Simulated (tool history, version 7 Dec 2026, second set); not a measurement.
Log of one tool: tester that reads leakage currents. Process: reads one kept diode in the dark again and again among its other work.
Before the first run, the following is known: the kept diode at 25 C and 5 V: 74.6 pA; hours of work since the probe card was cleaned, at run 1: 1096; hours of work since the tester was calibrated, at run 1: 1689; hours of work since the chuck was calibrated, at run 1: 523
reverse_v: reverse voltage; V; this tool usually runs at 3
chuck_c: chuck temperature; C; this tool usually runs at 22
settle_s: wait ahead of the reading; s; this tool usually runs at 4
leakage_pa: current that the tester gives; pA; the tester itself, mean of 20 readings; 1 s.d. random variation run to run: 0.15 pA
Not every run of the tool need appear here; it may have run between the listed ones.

run    hour  reverse_v  chuck_c  settle_s  hours of work since the probe card was cleaned  hours of work since the tester was calibrated  hours of work since the chuck was calibrated  leakage_pa
  1       0          3       22         4                                            1096                                           1689                                           523       51.64
  2   192.6      10.16       22         4                                            1247                                           1841                                           675       95.16
  3   309.6      10.16       22         4                                            1339                                           1933                                           767       96.37
      326.8  -- chuck's temperature calibrated
  4   420.8       9.09       22         4                                            1425                                           2019                                            74       83.45
  5   524.4       9.09       22         4                                            1507                                           2101                                           156       84.31
  6   643.3       9.09       22         4                                            1601                                           2194                                           249          85
      699.8  -- tester calibrated
  7   735.4       9.09       22         4                                            1672                                             28                                           320        83.9
  8   926.2       9.09       22         4                                            1822                                            178                                           470       86.05
  9  1091.1       9.09       22         4                                            1952                                            308                                           600       87.29
 10  1181.9       9.09       22         4                                            2023                                            380                                           672       88.17
 11  1268.4       3.63       22         4                                            2091                                            448                                           740       56.77
     1323.2  -- chuck's temperature calibrated
 12  1408.6       3.63       22         4                                            2200                                            556                                            67        53.1
 13  1602.2       3.63       22      0.96                                            2352                                            709                                           220       54.57
 14  1689.6          3       22      4.43                                            2421                                            778                                           288        49.3
 15  1848.9          3       22      4.43                                            2547                                            903                                           414        50.3
 16  1995.4          3       22       0.8                                            2662                                           1018                                           529       52.06
     2074.7  -- probe card cleaned and baked
 17  2080.1        1.5       25      2.37                                               4                                           1083                                           594       46.78
 18  2247.4       1.15       33      1.91                                             136                                           1214                                           725        75.8

Estimate the outcome of run 19 from the log above:
     2324.8  -- chuck's temperature calibrated
 19  2346.8       1.69       29      2.58                                             213                                           1291                                            17           ?

leakage_pa: 62.51 pA
With the hidden condition absent and the run-to-run variation left alone, this run would have shown leakage_pa 60.59 pA.
